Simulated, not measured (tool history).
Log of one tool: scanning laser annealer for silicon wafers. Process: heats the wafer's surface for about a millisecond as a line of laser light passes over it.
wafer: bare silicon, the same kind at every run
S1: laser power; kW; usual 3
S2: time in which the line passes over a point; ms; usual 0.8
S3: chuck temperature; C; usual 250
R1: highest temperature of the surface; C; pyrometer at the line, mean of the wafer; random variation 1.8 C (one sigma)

{"run": 1, "day": 0.0, "S1": 3, "S2": 0.8, "S3": 250, "R1": 1056}
{"run": 2, "day": 1.754, "S1": 3, "S2": 0.8, "S3": 250, "R1": 1055}
{"run": 3, "day": 3.208, "S1": 3, "S2": 0.8, "S3": 250, "R1": 1057}
{"run": 4, "day": 4.55, "S1": 3, "S2": 0.8, "S3": 250, "R1": 1055}
{"run": 5, "day": 6.733, "S1": 3, "S2": 0.643, "S3": 250, "R1": 985}
{"run": 6, "day": 9.638, "S1": 3, "S2": 0.643, "S3": 250, "R1": 984}
{"run": 7, "day": 11.267, "S1": 3, "S2": 0.8, "S3": 216, "R1": 1021}
{"run": 8, "day": 12.55, "S1": 3, "S2": 0.8, "S3": 216, "R1": 1023}
{"run": 9, "day": 14.862, "S1": 3, "S2": 0.8, "S3": 216, "R1": 1021}
{"run": 10, "day": 16.646, "S1": 3, "S2": 0.8, "S3": 216, "R1": 1022}
{"day": 17.692, "done": "window over the wafer cleaned"}
{"run": 11, "day": 19.217, "S1": 3, "S2": 0.8, "S3": 250, "R1": 1055}
{"run": 12, "day": 22.004, "S1": 3.293, "S2": 0.8, "S3": 250, "R1": 1163}
{"run": 13, "day": 24.829, "S1": 3.293, "S2": 0.8, "S3": 250, "R1": 1162}
{"run": 14, "day": 27.679, "S1": 3, "S2": 0.8, "S3": 250, "R1": 1055}
{"run": 15, "day": 28.925, "S1": 3, "S2": 0.8, "S3": 250, "R1": 1055}
{"run": 16, "day": 31.008, "S1": 3, "S2": 0.8, "S3": 250, "R1": 1055}
{"run": 17, "day": 32.7, "S1": 3, "S2": 0.8, "S3": 250, "R1": 1054}
{"run": 18, "day": 34.238, "S1": 3, "S2": 0.8, "S3": 250, "R1": 1054}
{"run": 19, "day": 36.521, "S1": 3, "S2": 0.8, "S3": 265, "R1": 1073}
{"run": 20, "day": 39.433, "S1": 2.683, "S2": 0.8, "S3": 250, "R1": 946}
{"run": 21, "day": 42.267, "S1": 3.141, "S2": 0.976, "S3": 285, "R1": 1217}
{"run": 22, "day": 43.758, "S1": 3, "S2": 0.841, "S3": 250, "R1": 1073}
{"run": 23, "day": 45.329, "S1": 3, "S2": 0.841, "S3": 250, "R1": 1072}
{"run": 24, "day": 47.488, "S1": 3, "S2": 0.841, "S3": 248, "R1": 1071}
{"run": 25, "day": 49.371, "S1": 3, "S2": 0.765, "S3": 212, "R1": 1001}
{"run": 26, "day": 51.183, "S1": 3.133, "S2": 0.837, "S3": 249, "R1": 1121}
{"run": 27, "day": 52.808, "S1": 3.133, "S2": 0.837, "S3": 249, "R1": 1117}
{"day": 54.608, "done": "optics aligned, line set to its width"}
{"run": 28, "day": 55.1, "S1": 2.638, "S2": 0.944, "S3": 216, "R1": 946}
{"run": 29, "day": 57.362, "S1": 2.779, "S2": 0.944, "S3": 269, "R1": 1050}
{"run": 30, "day": 60.329, "S1": 3, "S2": 0.832, "S3": 281, "R1": 1103}
{"run": 31, "day": 62.238, "S1": 3, "S2": 0.584, "S3": 248, "R1": 951}
{"run": 32, "day": 64.05, "S1": 3.17, "S2": 0.881, "S3": 256, "R1": 1157}
{"run": 33, "day": 65.512, "S1": 2.814, "S2": 0.956, "S3": 264, "R1": 1061}
{"day": 66.271, "done": "window over the wafer cleaned"}
{"run": 34, "day": 68.283, "S1": 2.814, "S2": 0.956, "S3": 264, "R1": 1067}
{"run": 35, "day": 70.05, "S1": 2.814, "S2": 0.956, "S3": 264, "R1": 1069}
{"run": 36, "day": 71.962, "S1": 2.626, "S2": 0.674, "S3": 250, "R1": 877}
{"run": 37, "day": 74.946, "S1": 3.13, "S2": 0.674, "S3": 250, "R1": 1041}
{"run": 38, "day": 76.65, "S1": 3.13, "S2": 0.589, "S3": 250, "R1": 995}
{"run": 39, "day": 79.675, "S1": 2.56, "S2": 0.8, "S3": 245, "R1": 896}
{"run": 40, "day": 82.667, "S1": 3, "S2": 0.733, "S3": 250, "R1": 1028}

5 ways to go on from here, each from the tool as it stands after run 40. What would each give?
{"run": "A", "day": 84.867, "S1": 3.217, "S2": 0.814, "S3": 275, "R1": "?"}
{"run": "B", "day": 84.867, "S1": 3, "S2": 0.733, "S3": 232, "R1": "?"}
{"run": "C", "day": 84.867, "S1": 3, "S2": 0.766, "S3": 278, "R1": "?"}
{"run": "D", "day": 84.867, "S1": 2.831, "S2": 0.583, "S3": 273, "R1": "?"}
{"run": "E", "day": 84.867, "S1": 3.001, "S2": 0.585, "S3": 273, "R1": "?"}

run=A R1=1165
run=B R1=1007
run=C R1=1068
run=D R1=925
run=E R1=976
Without the tool's hidden state the same runs would have given:
run=A R1=1165
run=B R1=1008
run=C R1=1068
run=D R1=925
run=E R1=976
